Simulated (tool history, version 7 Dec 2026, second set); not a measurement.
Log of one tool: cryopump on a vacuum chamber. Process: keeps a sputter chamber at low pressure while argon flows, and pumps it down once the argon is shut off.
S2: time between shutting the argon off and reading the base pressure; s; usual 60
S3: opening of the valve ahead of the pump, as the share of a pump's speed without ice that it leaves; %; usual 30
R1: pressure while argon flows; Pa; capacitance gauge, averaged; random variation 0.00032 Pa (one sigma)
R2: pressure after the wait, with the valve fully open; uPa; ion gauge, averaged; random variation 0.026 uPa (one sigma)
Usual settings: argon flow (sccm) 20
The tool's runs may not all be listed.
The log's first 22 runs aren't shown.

run 23 hour=293.4 | argon_flow_(sccm)=10 S2=38 S3=33 | R1=0.0255 R2=1.72
run 24 hour=301 | argon_flow_(sccm)=11 S2=60 S3=40 | R1=0.0229 R2=1.2
run 25 hour=317.5 | argon_flow_(sccm)=37 S2=38 S3=53 | R1=0.0598 R2=1.67
run 26 hour=327.9 | argon_flow_(sccm)=37 S2=38 S3=53 | R1=0.0598 R2=1.75
run 27 hour=343.1 | argon_flow_(sccm)=37 S2=38 S3=53 | R1=0.0592 R2=1.73
run 28 hour=357 | argon_flow_(sccm)=15 S2=38 S3=34 | R1=0.0379 R2=1.72
run 29 hour=374.2 | argon_flow_(sccm)=15 S2=71 S3=45 | R1=0.0283 R2=1.05
run 30 hour=387.3 | argon_flow_(sccm)=33 S2=41 S3=58 | R1=0.0484 R2=1.64
run 31 hour=401 | argon_flow_(sccm)=33 S2=41 S3=58 | R1=0.0488 R2=1.62
run 32 hour=409.2 | argon_flow_(sccm)=13 S2=174 S3=20 | R1=0.054 R2=0.6
run 33 hour=424.4 | argon_flow_(sccm)=16 S2=162 S3=47 | R1=0.0292 R2=0.62
run 34 hour=442.4 | argon_flow_(sccm)=23 S2=26 S3=40 | R1=0.0493 R2=2.38

3 ways to go on from here, each from the tool as it stands after run 34. What would each give?
run A hour=450.4 | argon_flow_(sccm)=24 S2=275 S3=15 | R1=? R2=?
run B hour=450.4 | argon_flow_(sccm)=20 S2=60 S3=47 | R1=? R2=?
run C hour=450.4 | argon_flow_(sccm)=9 S2=62 S3=40 | R1=? R2=?

run=A R1=0.1343 R2=0.47
run=B R1=0.0364 R2=1.19
run=C R1=0.0193 R2=1.17
Without the tool's hidden state the same runs would have given:
run=A R1=0.1332 R2=0.34
run=B R1=0.0355 R2=1.05
run=C R1=0.0189 R2=1.04
